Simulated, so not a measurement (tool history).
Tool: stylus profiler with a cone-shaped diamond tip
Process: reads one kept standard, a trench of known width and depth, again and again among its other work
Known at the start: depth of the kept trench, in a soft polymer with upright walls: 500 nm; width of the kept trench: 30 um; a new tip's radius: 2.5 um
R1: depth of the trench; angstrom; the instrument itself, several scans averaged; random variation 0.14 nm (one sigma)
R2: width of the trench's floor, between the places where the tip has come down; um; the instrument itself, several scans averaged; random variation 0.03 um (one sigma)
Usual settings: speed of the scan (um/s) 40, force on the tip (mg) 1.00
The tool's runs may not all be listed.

run 1 hour=0.0 | speed_of_the_scan_(um/s)=40 force_on_the_tip_(mg)=1.00 | R1=5044.0 R2=26.72
run 2 hour=27.9 | speed_of_the_scan_(um/s)=40 force_on_the_tip_(mg)=1.00 | R1=5042.4 R2=26.67
run 3 hour=62.9 | speed_of_the_scan_(um/s)=40 force_on_the_tip_(mg)=1.00 | R1=5041.4 R2=26.72
run 4 hour=89.8 | speed_of_the_scan_(um/s)=40 force_on_the_tip_(mg)=0.35 | R1=5021.4 R2=26.53
run 5 hour=121.7 | speed_of_the_scan_(um/s)=40 force_on_the_tip_(mg)=0.35 | R1=5020.5 R2=26.53
run 6 hour=152.2 | speed_of_the_scan_(um/s)=40 force_on_the_tip_(mg)=0.45 | R1=5023.9 R2=26.53
run 7 hour=189.7 | speed_of_the_scan_(um/s)=40 force_on_the_tip_(mg)=0.45 | R1=5028.2 R2=26.59
run 8 hour=224.5 | speed_of_the_scan_(um/s)=12 force_on_the_tip_(mg)=1.00 | R1=5040.5 R2=26.87
run 9 hour=240.5 | speed_of_the_scan_(um/s)=12 force_on_the_tip_(mg)=1.00 | R1=5042.4 R2=26.88
run 10 hour=261.5 | speed_of_the_scan_(um/s)=12 force_on_the_tip_(mg)=1.00 | R1=5041.3 R2=26.93
run 11 hour=293.4 | speed_of_the_scan_(um/s)=12 force_on_the_tip_(mg)=1.00 | R1=5042.6 R2=26.88
run 12 hour=323.2 | speed_of_the_scan_(um/s)=12 force_on_the_tip_(mg)=1.00 | R1=5042.5 R2=26.85
run 13 hour=360.1 | speed_of_the_scan_(um/s)=27 force_on_the_tip_(mg)=1.00 | R1=5042.5 R2=26.82
run 14 hour=382.0 | speed_of_the_scan_(um/s)=27 force_on_the_tip_(mg)=1.00 | R1=5042.5 R2=26.81
run 15 hour=400.0 | speed_of_the_scan_(um/s)=40 force_on_the_tip_(mg)=1.00 | R1=5041.4 R2=26.68
-- hour=414.8 new tip fitted, height scale calibrated
run 16 hour=438.7 | speed_of_the_scan_(um/s)=40 force_on_the_tip_(mg)=1.00 | R1=5039.7 R2=26.74
run 17 hour=472.7 | speed_of_the_scan_(um/s)=40 force_on_the_tip_(mg)=1.00 | R1=5041.7 R2=26.74
run 18 hour=491.7 | speed_of_the_scan_(um/s)=40 force_on_the_tip_(mg)=1.32 | R1=5047.8 R2=26.79
run 19 hour=515.9 | speed_of_the_scan_(um/s)=40 force_on_the_tip_(mg)=1.32 | R1=5047.1 R2=26.74
run 20 hour=541.3 | speed_of_the_scan_(um/s)=95 force_on_the_tip_(mg)=1.00 | R1=5041.3 R2=26.35
run 21 hour=573.9 | speed_of_the_scan_(um/s)=95 force_on_the_tip_(mg)=1.00 | R1=5042.0 R2=26.37
run 22 hour=609.8 | speed_of_the_scan_(um/s)=44 force_on_the_tip_(mg)=0.39 | R1=5021.1 R2=26.46
run 23 hour=643.6 | speed_of_the_scan_(um/s)=44 force_on_the_tip_(mg)=0.39 | R1=5022.2 R2=26.51
run 24 hour=675.3 | speed_of_the_scan_(um/s)=44 force_on_the_tip_(mg)=0.39 | R1=5020.0 R2=26.52
run 25 hour=709.1 | speed_of_the_scan_(um/s)=44 force_on_the_tip_(mg)=0.39 | R1=5019.2 R2=26.54
run 26 hour=745.5 | speed_of_the_scan_(um/s)=42 force_on_the_tip_(mg)=0.55 | R1=5025.7 R2=26.63
run 27 hour=772.3 | speed_of_the_scan_(um/s)=14 force_on_the_tip_(mg)=1.00 | R1=5042.5 R2=26.94
run 28 hour=806.8 | speed_of_the_scan_(um/s)=14 force_on_the_tip_(mg)=1.00 | R1=5040.4 R2=26.95
run 29 hour=833.9 | speed_of_the_scan_(um/s)=14 force_on_the_tip_(mg)=1.00 | R1=5040.6 R2=26.88
run 30 hour=866.4 | speed_of_the_scan_(um/s)=19 force_on_the_tip_(mg)=0.50 | R1=5026.5 R2=26.78
run 31 hour=883.5 | speed_of_the_scan_(um/s)=13 force_on_the_tip_(mg)=1.25 | R1=5044.3 R2=26.90
run 32 hour=914.9 | speed_of_the_scan_(um/s)=135 force_on_the_tip_(mg)=1.67 | R1=5055.8 R2=26.25
run 33 hour=943.6 | speed_of_the_scan_(um/s)=135 force_on_the_tip_(mg)=1.67 | R1=5056.7 R2=26.28
run 34 hour=975.0 | speed_of_the_scan_(um/s)=28 force_on_the_tip_(mg)=2.60 | R1=5081.3 R2=26.91
run 35 hour=1010.6 | speed_of_the_scan_(um/s)=28 force_on_the_tip_(mg)=2.60 | R1=5079.2 R2=26.91
run 36 hour=1034.7 | speed_of_the_scan_(um/s)=28 force_on_the_tip_(mg)=2.60 | R1=5077.0 R2=26.89
run 37 hour=1071.7 | speed_of_the_scan_(um/s)=81 force_on_the_tip_(mg)=2.24 | R1=5069.4 R2=26.60
run 38 hour=1088.2 | speed_of_the_scan_(um/s)=15 force_on_the_tip_(mg)=1.39 | R1=5053.1 R2=26.95
run 39 hour=1108.8 | speed_of_the_scan_(um/s)=17 force_on_the_tip_(mg)=0.50 | R1=5024.9 R2=26.78

Forecast each of these 5 alternatives for the next run:
run A hour=1126.7 | speed_of_the_scan_(um/s)=19 force_on_the_tip_(mg)=0.55 | R1=? R2=?
run B hour=1126.7 | speed_of_the_scan_(um/s)=89 force_on_the_tip_(mg)=0.69 | R1=? R2=?
run C hour=1126.7 | speed_of_the_scan_(um/s)=29 force_on_the_tip_(mg)=0.69 | R1=? R2=?
run D hour=1126.7 | speed_of_the_scan_(um/s)=99 force_on_the_tip_(mg)=1.01 | R1=? R2=?
run E hour=1126.7 | speed_of_the_scan_(um/s)=43 force_on_the_tip_(mg)=1.67 | R1=? R2=?

run=A R1=5029.5 R2=26.81
run=B R1=5032.9 R2=26.24
run=C R1=5032.1 R2=26.77
run=D R1=5041.3 R2=26.34
run=E R1=5059.0 R2=26.79
Without the tool's hidden state the same runs would have given:
run=A R1=5029.3 R2=26.82
run=B R1=5032.7 R2=26.24
run=C R1=5031.9 R2=26.77
run=D R1=5041.1 R2=26.35
run=E R1=5058.8 R2=26.80
